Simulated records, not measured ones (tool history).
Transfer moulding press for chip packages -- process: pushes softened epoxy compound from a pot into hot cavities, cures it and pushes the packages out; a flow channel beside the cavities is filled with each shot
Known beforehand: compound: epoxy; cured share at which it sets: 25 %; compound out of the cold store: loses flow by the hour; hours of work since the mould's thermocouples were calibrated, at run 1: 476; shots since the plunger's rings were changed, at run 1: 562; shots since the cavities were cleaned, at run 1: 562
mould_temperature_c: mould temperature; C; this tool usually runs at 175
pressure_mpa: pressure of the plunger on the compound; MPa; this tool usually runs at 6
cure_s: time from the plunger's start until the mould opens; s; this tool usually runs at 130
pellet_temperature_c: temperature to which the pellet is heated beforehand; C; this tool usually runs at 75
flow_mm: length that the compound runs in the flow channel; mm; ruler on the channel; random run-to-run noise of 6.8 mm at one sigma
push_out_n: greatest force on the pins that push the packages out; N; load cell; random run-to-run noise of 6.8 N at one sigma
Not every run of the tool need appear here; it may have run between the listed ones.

run	hour	mould_temperature_c	pressure_mpa	cure_s	pellet_temperature_c	hours of work since the mould's thermocouples were calibrated	shots since the plunger's rings were changed	shots since the cavities were cleaned	incoming compound's hours out of the cold store	flow_mm	push_out_n
1	0	175	6	130	75	476	562	562	40.4	725	404
# hour 26.1: cavities cleaned with cleaning compound and waxed
2	40.5	175	6	130	75	497	877	116	31.4	764	320
3	72.7	175	6	130	75	514	1138	377	42.7	706	383
# hour 122.3: cavities cleaned with cleaning compound and waxed
4	134.2	179	6	130	75	546	1622	96	26.9	752	289
5	180.7	175	7.04	130	75	571	1997	471	32.7	795	395
# hour 215.7: cavities cleaned with cleaning compound and waxed
6	246.8	175	7.04	130	75	606	2520	252	12.9	873	365
# hour 308.9: cavities cleaned with cleaning compound and waxed
7	315.3	170	6	130	75	642	3061	52	12.5	838	349
8	354.5	170	6	130	75	663	3377	368	42.8	700	411
# hour 369.9: plunger's sealing rings changed
# hour 404.1: cavities cleaned with cleaning compound and waxed
9	425.2	175	6	131	75	699	436	171	8.6	862	336
# hour 433.2: mould's thermocouples calibrated
10	457.5	172	6	131	74	13	680	415	18.6	842	426
# hour 499.5: cavities cleaned with cleaning compound and waxed
11	499.5	172	6	131	74	35	1008	0	35.5	758	307
12	559.1	178	6	131	74	67	1489	481	40	711	371
# hour 593.8: cavities cleaned with cleaning compound and waxed
13	630.7	175	6.3	144	75	104	2055	298	24.3	804	336
14	679.5	175	6	111	70	130	2449	692	36.4	713	466
# hour 690.2: cavities cleaned with cleaning compound and waxed
15	733.2	175	6	111	70	158	2871	347	45.8	684	427
# hour 747.6: mould's thermocouples calibrated, once more
# hour 787.9: cavities cleaned with cleaning compound and waxed
16	806.4	172	4.64	130	66	31	3434	149	21.5	678	349
# hour 815: plunger's sealing rings changed
17	877.4	173	5.07	155	82	67	504	702	29.4	725	407

Below, each run's measurement less what the same run would have read without the hidden state. Both values contain the same run-to-run variation, but the gauge's scatter may not be the same in both:
What the log doesn't record here: true mould temperature over the reading, C; pressure that reaches the compound, % of what is set; grip of the stained cavities, % over clean ones'; drift of the gauge itself on flow_mm, %; drift of the gauge itself on push_out_n, %.
run	flow_mm	push_out_n
1	-7	+134
2	-13	+38
3	-16	+98
4	-24	+28
5	-31	+115
6	-44	+76
7	-51	+41
8	-48	+118
9	-2	+58
10	-6	+128
11	-10	+20
12	-17	+114
13	-26	+79
14	-28	+175
15	-33	+121
16	-47	+50
17	-7	+139

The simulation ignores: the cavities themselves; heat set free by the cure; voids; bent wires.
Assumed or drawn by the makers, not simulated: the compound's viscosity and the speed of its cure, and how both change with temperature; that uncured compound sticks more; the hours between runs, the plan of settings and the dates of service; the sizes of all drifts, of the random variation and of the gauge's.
